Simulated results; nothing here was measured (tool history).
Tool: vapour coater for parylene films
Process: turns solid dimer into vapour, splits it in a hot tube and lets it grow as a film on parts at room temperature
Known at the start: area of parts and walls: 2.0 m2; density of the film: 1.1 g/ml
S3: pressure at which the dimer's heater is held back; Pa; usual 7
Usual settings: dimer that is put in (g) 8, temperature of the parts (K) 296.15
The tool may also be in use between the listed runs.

Run 1, hour 0: usual settings. Result: thickness of the film (nm) 1851.
Run 2, hour 29: usual settings but S3 6.81 Pa. Result: thickness of the film (nm) 1854.
Run 3, hour 57.5: usual settings but dimer that is put in (g) 12. Result: thickness of the film (nm) 2768.
Run 4, hour 89.6: usual settings but S3 3.84 Pa. Result: thickness of the film (nm) 2098.
Run 5, hour 142.3: usual settings but S3 3.84 Pa. Result: thickness of the film (nm) 2092.
Run 6, hour 165.2: usual settings but dimer that is put in (g) 9, S3 3.84 Pa. Result: thickness of the film (nm) 2350.
Run 7, hour 219.5: usual settings. Result: thickness of the film (nm) 1834.
Run 8, hour 267: usual settings but temperature of the parts (K) 307.15. Result: thickness of the film (nm) 1075.
Run 9, hour 296.1: usual settings but temperature of the parts (K) 307.15. Result: thickness of the film (nm) 1081.
Run 10, hour 338.1: usual settings. Result: thickness of the film (nm) 1821.
Run 11, hour 374.6: usual settings. Result: thickness of the film (nm) 1813.
Run 12, hour 418.9: usual settings. Result: thickness of the film (nm) 1809.
At hour 475.4: trap's valve overhauled.
Run 13, hour 477.8: usual settings but temperature of the parts (K) 292.15. Result: thickness of the film (nm) 2299.
Run 14, hour 518.9: usual settings but dimer that is put in (g) 3. Result: thickness of the film (nm) 706.
Run 15, hour 560.3: usual settings. Result: thickness of the film (nm) 1891.
Run 16, hour 597.2: usual settings. Result: thickness of the film (nm) 1888.
Run 17, hour 648.2: usual settings. Result: thickness of the film (nm) 1884.
Run 18, hour 673.6: usual settings but S3 2.98 Pa. Result: thickness of the film (nm) 2261.
Run 19, hour 712.9: usual settings but S3 2.98 Pa. Result: thickness of the film (nm) 2247.
At hour 751.2: table's thermometer calibrated.
Run 20, hour 758.7: usual settings but S3 2.98 Pa. Result: thickness of the film (nm) 2085.
Run 21, hour 813.8: usual settings but S3 2.18 Pa. Result: thickness of the film (nm) 2229.
Run 22, hour 854.3: usual settings but dimer that is put in (g) 9, temperature of the parts (K) 291.15, S3 2.18 Pa. Result: thickness of the film (nm) 3173.
Run 23, hour 882: usual settings but dimer that is put in (g) 7, temperature of the parts (K) 298.15, S3 7.77 Pa. Result: thickness of the film (nm) 1347.
Run 24, hour 934.3: usual settings but temperature of the parts (K) 289.15, S3 6.78 Pa. Result: thickness of the film (nm) 2432.
Run 25, hour 966.6: usual settings but dimer that is put in (g) 11, temperature of the parts (K) 305.15, S3 4.19 Pa. Result: thickness of the film (nm) 1716.
Run 26, hour 989.3: usual settings but dimer that is put in (g) 7, temperature of the parts (K) 307.15. Result: thickness of the film (nm) 886.
Run 27, hour 1025: usual settings but dimer that is put in (g) 6, temperature of the parts (K) 308.15, S3 10.85 Pa. Result: thickness of the film (nm) 663.
Run 28, hour 1062.9: usual settings but dimer that is put in (g) 10, temperature of the parts (K) 303.15. Result: thickness of the film (nm) 1527.
At hour 1077.5: trap's valve overhauled.
Run 29, hour 1090.3: usual settings but dimer that is put in (g) 3, temperature of the parts (K) 294.15, S3 2.66 Pa. Result: thickness of the film (nm) 914.
Run 30, hour 1133.3: usual settings but dimer that is put in (g) 6, temperature of the parts (K) 290.15, S3 2.66 Pa. Result: thickness of the film (nm) 2208.
Run 31, hour 1173.3: usual settings but dimer that is put in (g) 13, temperature of the parts (K) 291.15. Result: thickness of the film (nm) 3683.
Run 32, hour 1222.9: usual settings but dimer that is put in (g) 13, temperature of the parts (K) 291.15. Result: thickness of the film (nm) 3684.
Run 33, hour 1255.7: usual settings but dimer that is put in (g) 14, temperature of the parts (K) 293.15, S3 7.45 Pa. Result: thickness of the film (nm) 3555.
Run 34, hour 1283.4: usual settings but temperature of the parts (K) 298.15. Result: thickness of the film (nm) 1611.
Run 35, hour 1314.8: usual settings but S3 6.35 Pa. Result: thickness of the film (nm) 1816.
Run 36, hour 1354.2: usual settings but dimer that is put in (g) 11, temperature of the parts (K) 298.15, S3 6.35 Pa. Result: thickness of the film (nm) 2255.
Run 37, hour 1384.4: usual settings but S3 3.31 Pa. Result: thickness of the film (nm) 2073.
Run 38, hour 1421.4: usual settings but S3 3.31 Pa. Result: thickness of the film (nm) 2068.
Run 39, hour 1469.4: usual settings but dimer that is put in (g) 4, temperature of the parts (K) 304.15, S3 9.7 Pa. Result: thickness of the film (nm) 556.
Run 40, hour 1500.1: usual settings but dimer that is put in (g) 12, temperature of the parts (K) 290.15, S3 2.69 Pa. Result: thickness of the film (nm) 4324.
Run 41, hour 1524.8: usual settings but dimer that is put in (g) 12, temperature of the parts (K) 291.15, S3 2.69 Pa. Result: thickness of the film (nm) 4101.

4 ways to go on from here, each from the tool as it stands after run 41. What would each give?
Run A, hour 1556.8: usual settings but dimer that is put in (g) 11, temperature of the parts (K) 289.15, S3 2.69 Pa. Result: thickness of the film (nm) ?.
Run B, hour 1556.8: usual settings but dimer that is put in (g) 10, temperature of the parts (K) 305.15, S3 4.36 Pa. Result: thickness of the film (nm) ?.
Run C, hour 1556.8: usual settings but dimer that is put in (g) 11, temperature of the parts (K) 299.15, S3 2.38 Pa. Result: thickness of the film (nm) ?.
Run D, hour 1556.8: usual settings but temperature of the parts (K) 307.15. Result: thickness of the film (nm) ?.

run  thickness of the film (nm)
  A                        4132
  B                        1574
  C                        2635
  D                        1033
Without the tool's hidden state the same runs would have given:
run  thickness of the film (nm)
  A                        4212
  B                        1604
  C                        2686
  D                        1053
